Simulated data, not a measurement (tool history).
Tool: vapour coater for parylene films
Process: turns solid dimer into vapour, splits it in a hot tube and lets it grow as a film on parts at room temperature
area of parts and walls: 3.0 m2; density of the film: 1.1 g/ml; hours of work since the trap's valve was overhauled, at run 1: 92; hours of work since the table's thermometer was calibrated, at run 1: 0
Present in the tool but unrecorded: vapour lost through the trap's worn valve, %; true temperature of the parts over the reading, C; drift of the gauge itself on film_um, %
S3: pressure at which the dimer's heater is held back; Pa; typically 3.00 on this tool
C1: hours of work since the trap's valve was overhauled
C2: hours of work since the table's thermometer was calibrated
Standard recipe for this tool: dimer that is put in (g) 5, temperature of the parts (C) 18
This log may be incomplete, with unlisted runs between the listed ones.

Run 1, hour 0.0: usual settings; C1 92; C2 0. Result: thickness of the film (um) 1.18.
Run 2, hour 34.5: usual settings; C1 118; C2 26. Result: thickness of the film (um) 1.14.
Run 3, hour 98.4: usual settings; C1 167; C2 75. Result: thickness of the film (um) 1.14.
Run 4, hour 178.0: usual settings but S3 2.37 Pa; C1 227; C2 135. Result: thickness of the film (um) 1.17.
Run 5, hour 223.0: usual settings but S3 2.37 Pa; C1 262; C2 169. Result: thickness of the film (um) 1.18.
Run 6, hour 294.9: usual settings but S3 2.37 Pa; C1 316; C2 224. Result: thickness of the film (um) 1.13.
Run 7, hour 352.9: usual settings but S3 2.37 Pa; C1 360; C2 268. Result: thickness of the film (um) 1.09.
Run 8, hour 436.5: usual settings; C1 424; C2 331. Result: thickness of the film (um) 1.08.
Run 9, hour 504.2: usual settings but temperature of the parts (C) 25; C1 475; C2 383. Result: thickness of the film (um) 0.92.
Run 10, hour 540.8: usual settings but temperature of the parts (C) 25; C1 503; C2 411. Result: thickness of the film (um) 0.93.
Run 11, hour 591.6: usual settings but temperature of the parts (C) 25; C1 541; C2 449. Result: thickness of the film (um) 0.90.
At hour 604.8: trap's valve overhauled.
Run 12, hour 673.7: usual settings; C1 52; C2 508. Result: thickness of the film (um) 1.20.
Run 13, hour 745.2: usual settings; C1 107; C2 563. Result: thickness of the film (um) 1.15.
Run 14, hour 805.4: usual settings; C1 152; C2 608. Result: thickness of the film (um) 1.18.
Run 15, hour 844.7: usual settings but temperature of the parts (C) 11; C1 182; C2 638. Result: thickness of the film (um) 1.30.
Run 16, hour 891.0: usual settings but temperature of the parts (C) 11; C1 217; C2 673. Result: thickness of the film (um) 1.32.
Run 17, hour 932.8: usual settings but temperature of the parts (C) 11; C1 249; C2 705. Result: thickness of the film (um) 1.24.
Run 18, hour 977.1: usual settings but temperature of the parts (C) 11; C1 283; C2 739. Result: thickness of the film (um) 1.26.
Run 19, hour 1046.7: usual settings but temperature of the parts (C) 11; C1 336; C2 792. Result: thickness of the film (um) 1.23.
Run 20, hour 1110.9: usual settings but temperature of the parts (C) 11; C1 384; C2 840. Result: thickness of the film (um) 1.19.
Run 21, hour 1190.5: usual settings but temperature of the parts (C) 11; C1 445; C2 901. Result: thickness of the film (um) 1.17.
Run 22, hour 1270.2: usual settings but temperature of the parts (C) 11, S3 5.37 Pa; C1 505; C2 961. Result: thickness of the film (um) 1.05.
At hour 1332.5: trap's valve overhauled.
Run 23, hour 1352.0: usual settings but temperature of the parts (C) 10, S3 5.37 Pa; C1 15; C2 1020. Result: thickness of the film (um) 1.27.
Run 24, hour 1391.0: usual settings but temperature of the parts (C) 20; C1 44; C2 1050. Result: thickness of the film (um) 1.16.
Run 25, hour 1459.7: usual settings but dimer that is put in (g) 6; C1 97; C2 1102. Result: thickness of the film (um) 1.38.
Run 26, hour 1534.6: usual settings but dimer that is put in (g) 4, S3 4.42 Pa; C1 153; C2 1159. Result: thickness of the film (um) 0.88.
Run 27, hour 1591.5: usual settings but dimer that is put in (g) 3, temperature of the parts (C) 24, S3 3.80 Pa; C1 197; C2 1202. Result: thickness of the film (um) 0.60.
Run 28, hour 1647.2: usual settings but dimer that is put in (g) 3, temperature of the parts (C) 24, S3 3.80 Pa; C1 239; C2 1245. Result: thickness of the film (um) 0.57.
Run 29, hour 1717.5: usual settings but S3 9.14 Pa; C1 292; C2 1298. Result: thickness of the film (um) 0.90.
Run 30, hour 1792.8: usual settings but S3 9.14 Pa; C1 350; C2 1355. Result: thickness of the film (um) 0.85.

What does the tool deliver on the next run?
Run 31, hour 1868.1: usual settings but temperature of the parts (C) 26, S3 4.55 Pa; C1 407; C2 1412. Result: thickness of the film (um) ?.

thickness of the film (um): 0.82
Without the tool's hidden state the same run would have given thickness of the film (um) 0.94.
